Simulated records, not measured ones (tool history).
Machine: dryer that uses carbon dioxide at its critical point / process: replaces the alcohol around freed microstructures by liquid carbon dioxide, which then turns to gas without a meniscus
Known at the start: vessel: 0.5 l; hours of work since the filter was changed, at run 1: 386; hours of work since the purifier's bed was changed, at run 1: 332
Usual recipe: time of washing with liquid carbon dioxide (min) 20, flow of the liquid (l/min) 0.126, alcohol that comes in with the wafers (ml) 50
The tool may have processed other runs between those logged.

run	day	time of washing with liquid carbon dioxide (min)	flow of the liquid (l/min)	alcohol that comes in with the wafers (ml)	hours of work since the filter was changed	hours of work since the purifier's bed was changed	alcohol left in the vessel before it's heated (ppm by volume)
1	0	20	0.126	50	386	332	1191
2	0.958	20	0.126	50	397	343	1171
3	2.433	20	0.126	50	413	359	1168
4	3.792	20	0.126	50	428	374	1183
5	4.942	20	0.126	50	440	387	1225
6	6.412	20	0.126	50	456	403	1258
# day 6.617: inlet filter changed
7	8.15	20	0.126	23	17	421	423
8	9.608	20	0.126	21	33	437	394
9	11.079	20	0.126	50	49	453	941
10	12.425	20	0.126	50	64	468	939
11	14.246	20	0.126	36	83	488	683
12	15.738	20	0.126	36	100	504	691
13	17.554	20	0.126	36	120	524	709
14	18.4	20	0.126	36	129	533	694
15	19.425	19	0.126	50	140	544	1233
16	21.179	19	0.126	50	159	564	1239
17	22.683	19	0.126	50	176	580	1306
18	24.092	19	0.126	50	191	595	1290
19	24.833	19	0.126	50	199	604	1306
20	25.825	20	0.126	34	210	614	735
21	27.217	20	0.126	34	225	630	717
22	28.388	25	0.126	50	238	642	374
23	29.617	20	0.211	23	251	656	68
24	30.458	20	0.157	48	261	665	369
25	31.654	32	0.118	48	274	678	143
26	32.638	12	0.09	48	284	689	13750
27	33.933	29	0.126	50	299	703	192
28	35.742	29	0.126	50	318	723	182
29	36.979	29	0.126	50	332	736	194
30	38.012	27	0.126	25	343	748	156
31	38.979	27	0.089	25	354	758	707
32	40.367	27	0.089	25	369	773	728
33	41.612	17	0.196	42	383	787	274
34	43.138	17	0.196	42	399	804	291
35	44.562	28	0.108	62	415	819	620
36	46.162	28	0.092	102	432	837	2185
37	47.867	28	0.092	102	451	855	2245
# day 48.488: inlet filter changed
38	49.7	28	0.092	102	13	875	1614
39	50.492	17	0.118	47	22	884	2128
40	51.362	28	0.088	49	31	893	973
41	52.433	29	0.149	98	43	905	95

Describe how what the log doesn't record of the tool's condition differs between the last listed run preceding each entry between runs and the first listed run following it.
Runs 6 to 7: inlet filter changed (day 6.617)
  flow that reaches the vessel past the clogged filter, %: 92.5 -> 99.4; alcohol in the recycled carbon dioxide, ppm: 21.7 -> 22.4
  the result without the hidden state subtracted from the measured one, alcohol left in the vessel before it's heated (ppm by volume): +390 -> +29
Runs 37 to 38: inlet filter changed (day 48.488)
  flow that reaches the vessel past the clogged filter, %: 92.3 -> 99.5; alcohol in the recycled carbon dioxide, ppm: 38.8 -> 39.5
  the result without the hidden state subtracted from the measured one, alcohol left in the vessel before it's heated (ppm by volume): +729 -> +70
